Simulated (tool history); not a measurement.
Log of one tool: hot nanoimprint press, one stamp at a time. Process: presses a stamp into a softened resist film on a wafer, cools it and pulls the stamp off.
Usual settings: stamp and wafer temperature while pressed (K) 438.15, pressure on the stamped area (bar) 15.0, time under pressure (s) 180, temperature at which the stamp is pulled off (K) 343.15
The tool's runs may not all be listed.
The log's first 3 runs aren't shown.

run	hour	stamp and wafer temperature while pressed (K)	pressure on the stamped area (bar)	time under pressure (s)	temperature at which the stamp is pulled off (K)	resist left under the stamp's widest pad (Å)	greatest force while the stamp is pulled off (N)
4	22.6	438.15	20.6	180	343.15	1581	178
5	28.6	438.15	15.0	108	343.15	2125	168
6	38.6	438.15	15.0	108	343.15	2100	170
7	44.6	438.15	15.0	108	343.15	2123	166
8	49.4	438.15	15.0	131	343.15	1988	168
9	54.4	438.15	13.1	180	343.15	1872	170
10	58.5	438.15	13.1	180	343.15	1861	172
# hour 66.8: stamp cleaned and given a new release coat
11	72.3	438.15	13.1	180	343.15	1855	170
12	80.2	438.15	15.0	180	343.15	1767	170
13	84.4	438.15	15.0	180	343.15	1771	170
14	89.2	449.15	15.0	180	343.15	886	165
15	96.2	449.15	15.0	180	343.15	892	169
16	104.4	449.15	19.9	180	343.15	776	168
17	110.8	436.15	23.8	152	335.15	1784	174
18	117.0	436.15	23.8	152	341.15	1784	171
19	126.3	428.15	15.0	158	343.15	2882	166
20	132.4	447.15	15.0	180	343.15	994	167
21	136.4	447.15	15.0	180	343.15	996	164
22	144.5	448.15	14.9	122	339.15	1116	162

The next listed run, before its measurement:
23	154.3	448.15	14.9	122	339.15	?	?

resist left under the stamp's widest pad (Å): 1117
greatest force while the stamp is pulled off (N): 169
Without the tool's hidden state the same run would have given resist left under the stamp's widest pad (Å) 1138, greatest force while the stamp is pulled off (N) 169.
